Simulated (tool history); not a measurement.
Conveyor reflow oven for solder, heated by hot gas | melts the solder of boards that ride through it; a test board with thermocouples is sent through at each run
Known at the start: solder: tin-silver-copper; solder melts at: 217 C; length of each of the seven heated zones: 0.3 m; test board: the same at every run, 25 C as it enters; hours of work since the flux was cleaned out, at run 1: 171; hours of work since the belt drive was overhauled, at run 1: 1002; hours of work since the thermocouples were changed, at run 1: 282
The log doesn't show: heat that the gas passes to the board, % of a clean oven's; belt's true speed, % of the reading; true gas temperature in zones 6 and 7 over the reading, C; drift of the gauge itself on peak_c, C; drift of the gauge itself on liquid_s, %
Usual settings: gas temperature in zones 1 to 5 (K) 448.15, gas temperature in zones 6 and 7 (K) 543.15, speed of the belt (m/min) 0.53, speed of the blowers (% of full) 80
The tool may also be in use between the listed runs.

run    hour  gas temperature in zones 1 to 5 (K)  gas temperature in zones 6 and 7 (K)  speed of the belt (m/min)  speed of the blowers (% of full)  hours of work since the flux was cleaned out  hours of work since the belt drive was overhauled  hours of work since the thermocouples were changed  highest temperature of the board (K)  time above the solder's melting point (s)
  1       0                               448.15                                543.15                       0.53                                80                                           171                                               1002                                                 282                                527.85                                       53.7
  2    44.5                               448.15                                543.15                       0.53                                80                                           189                                               1020                                                 301                                527.95                                       53.9
  3   114.6                               448.15                                543.15                       0.53                                80                                           218                                               1049                                                 330                                527.55                                       53.7
  4   155.5                               448.15                                543.15                       0.53                                80                                           235                                               1066                                                 347                                527.25                                       53.5
  5   215.7                               448.15                                543.15                      0.422                                80                                           260                                               1091                                                 371                                532.85                                       72.9
        296  -- flux residue cleaned out of gas plates and filters
  6   301.7                               448.15                                543.15                       0.53                                80                                             2                                               1124                                                 405                                529.85                                       55.7
  7   350.9                               448.15                                543.15                       0.53                                80                                            23                                               1144                                                 425                                529.75                                       55.4
  8   393.3                               448.15                                543.15                       0.53                                80                                            40                                               1162                                                 443                                529.65                                       55.2
  9   483.2                               448.15                                543.15                       0.53                                54                                            77                                               1199                                                 480                                520.45                                       46.8
 10     545                               446.15                                543.15                       0.53                                80                                           103                                               1224                                                 505                                528.45                                       53.8
 11   610.1                               446.15                                543.15                       0.53                                80                                           129                                               1251                                                 532                                528.25                                         54
 12   650.5                               446.15                                543.15                       0.53                                80                                           146                                               1268                                                 549                                527.65                                       53.4
 13   704.3                               448.15                                543.15                       0.53                                80                                           168                                               1290                                                 571                                528.05                                       54.1
 14     799                               442.15                                543.15                       0.53                                80                                           207                                               1329                                                 610                                526.85                                       51.5
 15   884.3                               442.15                                543.15                       0.53                                80                                           243                                               1364                                                 645                                526.35                                         51
      936.8  -- belt drive overhauled, speed set with a stopwatch
 16   965.3                               433.15                                543.15                      0.619                                88                                           274                                                 12                                                 677                                519.95                                       35.9
     1005.8  -- flux residue cleaned out of gas plates and filters
     1007.8  -- thermocouples of zones 6 and 7 changed
 17  1028.1                               448.15                                543.15                      0.634                                60                                             8                                                 35                                                   8                                516.35                                       35.1
 18  1118.3                               448.15                                543.15                      0.634                                60                                            46                                                 72                                                  46                                516.35                                       34.4
 19  1157.1                               440.15                                546.15                      0.484                                60                                            62                                                 88                                                  62                                526.85                                       54.2
 20  1236.9                               448.15                                544.15                      0.547                                80                                            94                                                121                                                  94                                528.55                                       51.6
 21  1280.6                               443.15                                543.15                      0.616                                80                                           112                                                139                                                 112                                522.65                                       40.6
 22  1331.2                               445.15                                536.15                      0.483                                59                                           133                                                160                                                 133                                518.45                                       48.8
 23    1414                               463.15                                548.15                      0.461                                70                                           167                                                194                                                 167                                535.75                                       71.7
 24  1461.4                               460.15                                547.15                      0.428                                80                                           187                                                213                                                 187                                538.55                                       77.5
 25  1542.7                               449.15                                553.15                      0.627                                54                                           221                                                247                                                 221                                518.85                                       36.4
 26  1603.1                               449.15                                553.15                      0.627                                54                                           245                                                272                                                 245                                518.15                                       36.1
 27  1666.1                               449.15                                553.15                      0.627                                54                                           271                                                298                                                 271                                517.95                                       35.6
     1715.7  -- flux residue cleaned out of gas plates and filters
 28    1764                               459.15                                555.15                      0.603                                51                                            20                                                336                                                 310                                525.85                                       46.4
 29  1824.2                               459.15                                555.15                      0.603                                51                                            45                                                361                                                 334                                525.85                                       46.1

Some steps in highest temperature of the board (K) between neighbouring runs. How much of each would the tool show without its hidden state too (settings, what came in, random variation), and how much is left for the hidden state, with any gauge scatter that isn't in both results?
Run 16 -> 17: gas temperature in zones 1 to 5 (K) 433.15 -> 448.15, speed of the belt (m/min) 0.619 -> 0.634, speed of the blowers (% of full) 88 -> 60, flux residue cleaned out of gas plates and filters, thermocouples of zones 6 and 7 changed. highest temperature of the board (K) -3.6: hidden state +5.4, all else -9.
Run 22 -> 23: gas temperature in zones 1 to 5 (K) 445.15 -> 463.15, gas temperature in zones 6 and 7 (K) 536.15 -> 548.15, speed of the belt (m/min) 0.483 -> 0.461, speed of the blowers (% of full) 59 -> 70. highest temperature of the board (K) +17.3: hidden state -0.2, all else +17.5.
Run 24 -> 25: gas temperature in zones 1 to 5 (K) 460.15 -> 449.15, gas temperature in zones 6 and 7 (K) 547.15 -> 553.15, speed of the belt (m/min) 0.428 -> 0.627, speed of the blowers (% of full) 80 -> 54. highest temperature of the board (K) -19.7: hidden state -1.3, all else -18.4.
Run 27 -> 28: gas temperature in zones 1 to 5 (K) 449.15 -> 459.15, gas temperature in zones 6 and 7 (K) 553.15 -> 555.15, speed of the belt (m/min) 0.627 -> 0.603, speed of the blowers (% of full) 54 -> 51, flux residue cleaned out of gas plates and filters. highest temperature of the board (K) +7.9: hidden state +3.6, all else +4.3.
